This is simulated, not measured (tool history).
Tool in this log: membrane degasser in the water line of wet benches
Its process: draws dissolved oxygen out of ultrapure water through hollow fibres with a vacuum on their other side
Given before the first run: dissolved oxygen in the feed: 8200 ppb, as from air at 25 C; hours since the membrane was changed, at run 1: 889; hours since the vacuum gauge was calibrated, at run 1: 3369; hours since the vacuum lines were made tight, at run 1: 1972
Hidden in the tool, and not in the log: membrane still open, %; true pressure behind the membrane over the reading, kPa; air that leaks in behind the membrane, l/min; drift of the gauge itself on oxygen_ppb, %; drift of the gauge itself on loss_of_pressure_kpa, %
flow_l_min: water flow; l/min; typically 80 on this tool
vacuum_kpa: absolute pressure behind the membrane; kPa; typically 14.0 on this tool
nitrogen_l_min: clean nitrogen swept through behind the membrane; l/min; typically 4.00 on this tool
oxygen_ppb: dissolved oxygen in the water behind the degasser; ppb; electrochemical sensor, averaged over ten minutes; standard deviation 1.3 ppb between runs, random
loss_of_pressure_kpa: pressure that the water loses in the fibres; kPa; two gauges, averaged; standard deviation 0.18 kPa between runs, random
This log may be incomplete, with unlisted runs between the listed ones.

| run | hour | flow_l_min | vacuum_kpa | nitrogen_l_min | hours since the membrane was changed | hours since the vacuum gauge was calibrated | hours since the vacuum lines were made tight | oxygen_ppb | loss_of_pressure_kpa |
|---|---|---|---|---|---|---|---|---|---|
| 1 | 0.0 | 80 | 14.0 | 4.00 | 889 | 3369 | 1972 | 485.3 | 33.34 |
| 2 | 75.8 | 80 | 14.0 | 4.00 | 965 | 3445 | 2047 | 482.2 | 33.12 |
| 3 | 208.6 | 80 | 14.0 | 4.00 | 1098 | 3577 | 2180 | 484.5 | 33.51 |
| 4 | 289.0 | 80 | 14.0 | 4.00 | 1178 | 3658 | 2261 | 482.5 | 33.14 |
| 5 | 392.9 | 80 | 14.0 | 4.00 | 1282 | 3762 | 2365 | 485.4 | 33.08 |
| 6 | 488.2 | 80 | 14.0 | 4.00 | 1377 | 3857 | 2460 | 486.6 | 33.32 |
| 7 | 551.7 | 80 | 14.0 | 4.00 | 1441 | 3921 | 2523 | 486.1 | 33.54 |
| 8 | 624.6 | 80 | 14.0 | 4.00 | 1514 | 3993 | 2596 | 486.2 | 33.12 |
| 9 | 705.7 | 80 | 14.0 | 4.00 | 1595 | 4075 | 2677 | 485.2 | 33.81 |
| 10 | 786.6 | 80 | 14.0 | 4.00 | 1676 | 4156 | 2758 | 485.5 | 33.13 |
| 11 | 862.6 | 80 | 14.0 | 4.00 | 1752 | 4231 | 2834 | 483.7 | 33.19 |
| 12 | 939.3 | 80 | 14.0 | 4.00 | 1828 | 4308 | 2911 | 489.0 | 33.25 |
| 13 | 999.8 | 80 | 14.0 | 4.00 | 1889 | 4369 | 2971 | 485.3 | 33.32 |
| 14 | 1055.1 | 80 | 25.5 | 4.00 | 1944 | 4424 | 3027 | 924.0 | 33.68 |
| 15 | 1139.9 | 80 | 25.5 | 4.00 | 2029 | 4509 | 3112 | 921.9 | 33.61 |
| 16 | 1236.5 | 80 | 25.5 | 4.00 | 2126 | 4605 | 3208 | 922.9 | 33.38 |
| 17 | 1354.1 | 74 | 14.0 | 2.99 | 2243 | 4723 | 3326 | 572.6 | 31.13 |
| 18 | 1484.6 | 83 | 16.9 | 3.85 | 2374 | 4853 | 3456 | 643.6 | 34.95 |
| 19 | 1609.5 | 52 | 12.4 | 3.68 | 2499 | 4978 | 3581 | 299.4 | 21.82 |
|  | 1619.0 | vacuum gauge calibrated |
| 20 | 1704.2 | 48 | 13.5 | 8.55 | 2593 | 85 | 3675 | 143.5 | 20.01 |
| 21 | 1799.3 | 80 | 12.8 | 6.70 | 2688 | 180 | 3770 | 290.6 | 33.50 |
| 22 | 1906.5 | 80 | 12.8 | 6.70 | 2795 | 288 | 3878 | 291.7 | 33.47 |
| 23 | 2008.9 | 80 | 12.8 | 6.86 | 2898 | 390 | 3980 | 286.8 | 33.29 |
| 24 | 2078.6 | 80 | 12.8 | 6.86 | 2967 | 460 | 4050 | 287.1 | 34.14 |
|  | 2106.4 | vacuum gauge calibrated, once more |
| 25 | 2147.3 | 80 | 12.8 | 6.86 | 3035 | 41 | 4118 | 281.3 | 33.68 |
| 26 | 2209.9 | 80 | 12.8 | 8.07 | 3098 | 103 | 4181 | 247.8 | 33.64 |
| 27 | 2319.9 | 80 | 12.8 | 8.07 | 3208 | 214 | 4291 | 247.8 | 33.51 |
| 28 | 2387.9 | 80 | 21.9 | 2.16 | 3276 | 282 | 4359 | 1254.0 | 33.77 |
| 29 | 2444.2 | 84 | 12.1 | 9.57 | 3332 | 338 | 4415 | 217.1 | 35.40 |
| 30 | 2533.7 | 66 | 16.5 | 4.00 | 3422 | 427 | 4504 | 485.7 | 27.70 |
| 31 | 2655.1 | 80 | 16.5 | 4.00 | 3543 | 549 | 4626 | 586.4 | 34.00 |
| 32 | 2719.0 | 122 | 14.0 | 10.13 | 3607 | 613 | 4690 | 401.7 | 51.67 |

Each run again, without the hidden state but with its own random variation kept:
| run | oxygen_ppb | loss_of_pressure_kpa |
|---|---|---|
| 1 | 480.3 | 33.14 |
| 2 | 477.1 | 32.90 |
| 3 | 479.0 | 33.26 |
| 4 | 476.9 | 32.87 |
| 5 | 479.6 | 32.79 |
| 6 | 480.6 | 33.01 |
| 7 | 479.9 | 33.22 |
| 8 | 479.9 | 32.78 |
| 9 | 478.8 | 33.45 |
| 10 | 478.9 | 32.75 |
| 11 | 476.9 | 32.79 |
| 12 | 482.0 | 32.84 |
| 13 | 478.3 | 32.90 |
| 14 | 916.5 | 33.24 |
| 15 | 914.2 | 33.16 |
| 16 | 915.0 | 32.90 |
| 17 | 564.3 | 30.66 |
| 18 | 635.0 | 34.39 |
| 19 | 293.8 | 21.46 |
| 20 | 139.7 | 19.67 |
| 21 | 282.1 | 32.90 |
| 22 | 282.9 | 32.84 |
| 23 | 277.9 | 32.65 |
| 24 | 278.2 | 33.47 |
| 25 | 276.8 | 33.00 |
| 26 | 243.3 | 32.95 |
| 27 | 243.1 | 32.79 |
| 28 | 1248.3 | 33.03 |
| 29 | 211.9 | 34.61 |
| 30 | 481.1 | 27.07 |
| 31 | 580.1 | 33.20 |
| 32 | 389.3 | 50.43 |
